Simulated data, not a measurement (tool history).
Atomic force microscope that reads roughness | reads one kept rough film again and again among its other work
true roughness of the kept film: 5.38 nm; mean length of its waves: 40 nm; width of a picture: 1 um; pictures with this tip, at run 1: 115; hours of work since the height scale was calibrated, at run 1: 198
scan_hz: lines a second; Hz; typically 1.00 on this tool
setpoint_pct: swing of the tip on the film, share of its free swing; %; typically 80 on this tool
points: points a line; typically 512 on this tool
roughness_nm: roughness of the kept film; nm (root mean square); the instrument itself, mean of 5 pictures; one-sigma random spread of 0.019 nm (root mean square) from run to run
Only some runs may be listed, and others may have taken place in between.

run    day  scan_hz  setpoint_pct  points  pictures with this tip  hours of work since the height scale was calibrated  roughness_nm
  1  0.000     1.00            80     512                     115                                                  198         3.886
  2  0.421     1.00            80     512                     129                                                  204         3.828
  3  0.850     1.00            80     512                     144                                                  210         3.727
  4  1.171     1.00            80     512                     155                                                  214         3.703
  5  1.488     1.00            84     512                     165                                                  219         3.631
  6  1.817     1.00            84     512                     176                                                  223         3.578
  7  2.212     1.00            84     512                     190                                                  229         3.541
  8  2.617     1.00            84     512                     203                                                  234         3.451
     2.683  -- height scale calibrated on a step standard
  9  2.996     1.00            84     512                     215                                                    4         3.428
 10  3.383     1.00            84     512                     228                                                   10         3.375
 11  3.588     3.33            84     512                     235                                                   13         3.041
 12  3.888     0.65            61     256                     245                                                   17         3.465
 13  4.108     1.00            55     292                     252                                                   20         3.413
 14  4.462     3.21            59     671                     264                                                   25         3.284
     4.733  -- height scale calibrated on a step standard, once more
 15  4.883     2.21            80    1023                     277                                                    2         3.134
     5.158  -- new tip fitted
 16  5.192     1.81            60     402                       1                                                    6         4.538
 17  5.429     1.00            56     320                       9                                                    9         4.578
 18  5.758     0.62            80     677                      20                                                   14         4.485
 19  6.042     1.94            90     273                      30                                                   18         3.969

Here are 3 independent what-if runs from the current tool condition. What would each one return?
  A  6.292     2.99            90     273                      38                                                   21             ?
  B  6.292     1.00            80     497                      38                                                   21             ?
  C  6.292     1.87            67     883                      38                                                   21             ?

run  roughness_nm
  A         3.739
  B         4.300
  C         4.347
Had the tool no hidden state, the same runs would have come out as:
run  roughness_nm
  A         3.950
  B         4.542
  C         4.592
